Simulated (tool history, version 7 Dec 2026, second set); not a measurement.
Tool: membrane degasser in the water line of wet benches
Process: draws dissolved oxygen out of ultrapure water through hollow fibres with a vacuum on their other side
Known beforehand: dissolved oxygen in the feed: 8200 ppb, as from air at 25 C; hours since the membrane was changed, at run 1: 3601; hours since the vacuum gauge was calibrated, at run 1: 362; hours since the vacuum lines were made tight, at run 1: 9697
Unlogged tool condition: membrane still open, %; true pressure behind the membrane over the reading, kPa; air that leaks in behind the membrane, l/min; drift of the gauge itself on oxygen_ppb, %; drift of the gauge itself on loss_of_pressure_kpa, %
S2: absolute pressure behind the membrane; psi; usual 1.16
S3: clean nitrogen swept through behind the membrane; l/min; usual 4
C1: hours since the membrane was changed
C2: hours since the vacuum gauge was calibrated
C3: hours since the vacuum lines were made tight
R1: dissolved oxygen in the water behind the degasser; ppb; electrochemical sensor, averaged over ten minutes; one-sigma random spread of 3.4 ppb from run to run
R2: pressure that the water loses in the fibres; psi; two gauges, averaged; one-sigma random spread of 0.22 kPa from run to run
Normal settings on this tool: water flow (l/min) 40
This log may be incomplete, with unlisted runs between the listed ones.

run 1 hour=0 | water_flow_(l/min)=40 S2=1.16 S3=4 | C1=3601 C2=362 C3=9697 | R1=346.7 R2=8.184
run 2 hour=59.8 | water_flow_(l/min)=40 S2=1.16 S3=4 | C1=3661 C2=422 C3=9756 | R1=346 R2=8.247
run 3 hour=153 | water_flow_(l/min)=40 S2=1.16 S3=4 | C1=3754 C2=516 C3=9850 | R1=335.7 R2=8.247
run 4 hour=233.3 | water_flow_(l/min)=27 S2=1.16 S3=4 | C1=3834 C2=596 C3=9930 | R1=173.7 R2=5.517
run 5 hour=311.5 | water_flow_(l/min)=40 S2=1.16 S3=4 | C1=3913 C2=674 C3=10008 | R1=343.9 R2=8.189
run 6 hour=405.2 | water_flow_(l/min)=40 S2=1.16 S3=4 | C1=4006 C2=768 C3=10102 | R1=346.6 R2=8.215
run 7 hour=462.5 | water_flow_(l/min)=40 S2=1.16 S3=4 | C1=4064 C2=825 C3=10159 | R1=342.3 R2=8.251
run 8 hour=530.2 | water_flow_(l/min)=40 S2=2.867 S3=2.66 | C1=4131 C2=893 C3=10227 | R1=746.1 R2=8.245
run 9 hour=607.5 | water_flow_(l/min)=43 S2=1.056 S3=1.75 | C1=4209 C2=970 C3=10304 | R1=478.7 R2=8.799
run 10 hour=676.5 | water_flow_(l/min)=40 S2=1.16 S3=6.53 | C1=4278 C2=1039 C3=10373 | R1=308.7 R2=8.144
run 11 hour=754.8 | water_flow_(l/min)=38 S2=1.476 S3=2.86 | C1=4356 C2=1117 C3=10451 | R1=424.6 R2=7.876
run 12 hour=794.9 | water_flow_(l/min)=42 S2=2.054 S3=3.5 | C1=4396 C2=1157 C3=10491 | R1=543.2 R2=8.614
run 13 hour=858.1 | water_flow_(l/min)=26 S2=2.054 S3=3.5 | C1=4459 C2=1221 C3=10555 | R1=281.9 R2=5.378
run 14 hour=896.5 | water_flow_(l/min)=52 S2=2.846 S3=4 | C1=4498 C2=1259 C3=10593 | R1=830.4 R2=10.753

Predict each of these 5 candidate next runs independently; none follows another, all start after run 14:
run A hour=935.5 | water_flow_(l/min)=41 S2=2.777 S3=10.92 | C1=4537 C2=1298 C3=10632 | R1=? R2=?
run B hour=935.5 | water_flow_(l/min)=46 S2=0.79 S3=2.95 | C1=4537 C2=1298 C3=10632 | R1=? R2=?
run C hour=935.5 | water_flow_(l/min)=40 S2=1.009 S3=11.61 | C1=4537 C2=1298 C3=10632 | R1=? R2=?
run D hour=935.5 | water_flow_(l/min)=33 S2=0.825 S3=1.79 | C1=4537 C2=1298 C3=10632 | R1=? R2=?
run E hour=935.5 | water_flow_(l/min)=58 S2=1.559 S3=9.82 | C1=4537 C2=1298 C3=10632 | R1=? R2=?

run=A R1=389.1 R2=8.454
run=B R1=390.5 R2=9.43
run=C R1=273.1 R2=8.309
run=D R1=260.7 R2=6.798
run=E R1=564.3 R2=11.915
Stripped of hidden state, with their random variation kept, the same runs would have yielded:
run=A R1=371.9 R2=8.303
run=B R1=371.2 R2=9.261
run=C R1=257.4 R2=8.16
run=D R1=247.9 R2=6.676
run=E R1=539.8 R2=11.7
